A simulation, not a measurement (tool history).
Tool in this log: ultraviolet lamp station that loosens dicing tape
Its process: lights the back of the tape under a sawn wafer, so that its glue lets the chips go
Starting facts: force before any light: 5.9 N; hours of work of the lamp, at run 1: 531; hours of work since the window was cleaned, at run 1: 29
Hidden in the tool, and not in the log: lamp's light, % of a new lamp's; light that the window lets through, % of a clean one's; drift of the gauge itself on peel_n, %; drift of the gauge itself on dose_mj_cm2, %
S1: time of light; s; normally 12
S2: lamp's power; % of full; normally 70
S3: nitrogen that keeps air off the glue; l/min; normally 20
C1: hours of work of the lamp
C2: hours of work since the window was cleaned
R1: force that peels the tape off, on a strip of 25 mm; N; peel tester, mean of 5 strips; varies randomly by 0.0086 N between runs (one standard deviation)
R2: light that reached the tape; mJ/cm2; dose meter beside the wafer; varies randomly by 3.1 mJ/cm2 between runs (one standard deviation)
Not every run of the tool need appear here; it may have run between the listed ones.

run 1 hour=0 | S1=12 S2=70 S3=20 | C1=531 C2=29 | R1=0.442 R2=402
run 2 hour=40.8 | S1=12 S2=70 S3=20 | C1=556 C2=53 | R1=0.486 R2=396
run 3 hour=66.1 | S1=12 S2=70 S3=20 | C1=571 C2=68 | R1=0.449 R2=395
run 4 hour=99.6 | S1=8 S2=70 S3=20 | C1=590 C2=88 | R1=0.98 R2=258
run 5 hour=119.4 | S1=8 S2=70 S3=20 | C1=602 C2=99 | R1=0.955 R2=260
run 6 hour=164 | S1=12 S2=70 S3=20 | C1=629 C2=126 | R1=0.507 R2=376
run 7 hour=211 | S1=12 S2=70 S3=7 | C1=656 C2=154 | R1=0.952 R2=365
run 8 hour=255.9 | S1=12 S2=70 S3=20 | C1=683 C2=180 | R1=0.569 R2=357
run 9 hour=300.3 | S1=12 S2=70 S3=20 | C1=709 C2=207 | R1=0.574 R2=360
run 10 hour=325 | S1=12 S2=70 S3=20 | C1=724 C2=221 | R1=0.599 R2=348
run 11 hour=353.1 | S1=12 S2=70 S3=20 | C1=741 C2=238 | R1=0.615 R2=339
run 12 hour=394.5 | S1=12 S2=70 S3=6 | C1=765 C2=263 | R1=1.215 R2=333
-- hour=409.9 window cleaned of glue's vapour
run 13 hour=439.2 | S1=12 S2=70 S3=6 | C1=792 C2=17 | R1=0.992 R2=383
run 14 hour=472.2 | S1=11 S2=97 S3=6 | C1=811 C2=37 | R1=0.706 R2=473
run 15 hour=505.1 | S1=11 S2=81 S3=23 | C1=831 C2=56 | R1=0.429 R2=392
run 16 hour=535.5 | S1=11 S2=81 S3=10 | C1=849 C2=74 | R1=0.756 R2=386
run 17 hour=568.5 | S1=6 S2=69 S3=15 | C1=868 C2=94 | R1=1.859 R2=179
run 18 hour=616.8 | S1=6 S2=63 S3=39 | C1=897 C2=123 | R1=1.517 R2=157
run 19 hour=654 | S1=10 S2=63 S3=14 | C1=919 C2=145 | R1=1.12 R2=255
-- hour=669.8 lamp changed
run 20 hour=686.1 | S1=10 S2=63 S3=14 | C1=10 C2=163 | R1=0.816 R2=324
run 21 hour=719.5 | S1=12 S2=82 S3=11 | C1=29 C2=183 | R1=0.436 R2=496
run 22 hour=757.8 | S1=18 S2=94 S3=8 | C1=52 C2=206 | R1=0.259 R2=835
run 23 hour=785.5 | S1=14 S2=70 S3=10 | C1=69 C2=222 | R1=0.514 R2=479

What if the next run were any one of these 3? Each begins from the tool's condition after run 23:
run A hour=828.9 | S1=14 S2=73 S3=10 | C1=94 C2=248 | R1=? R2=?
run B hour=828.9 | S1=20 S2=91 S3=6 | C1=94 C2=248 | R1=? R2=?
run C hour=828.9 | S1=12 S2=61 S3=10 | C1=94 C2=248 | R1=? R2=?

run=A R1=0.485 R2=492
run=B R1=0.286 R2=864
run=C R1=0.859 R2=351
Without the tool's hidden state the same runs would have given:
run=A R1=0.373 R2=578
run=B R1=0.25 R2=1015
run=C R1=0.656 R2=412

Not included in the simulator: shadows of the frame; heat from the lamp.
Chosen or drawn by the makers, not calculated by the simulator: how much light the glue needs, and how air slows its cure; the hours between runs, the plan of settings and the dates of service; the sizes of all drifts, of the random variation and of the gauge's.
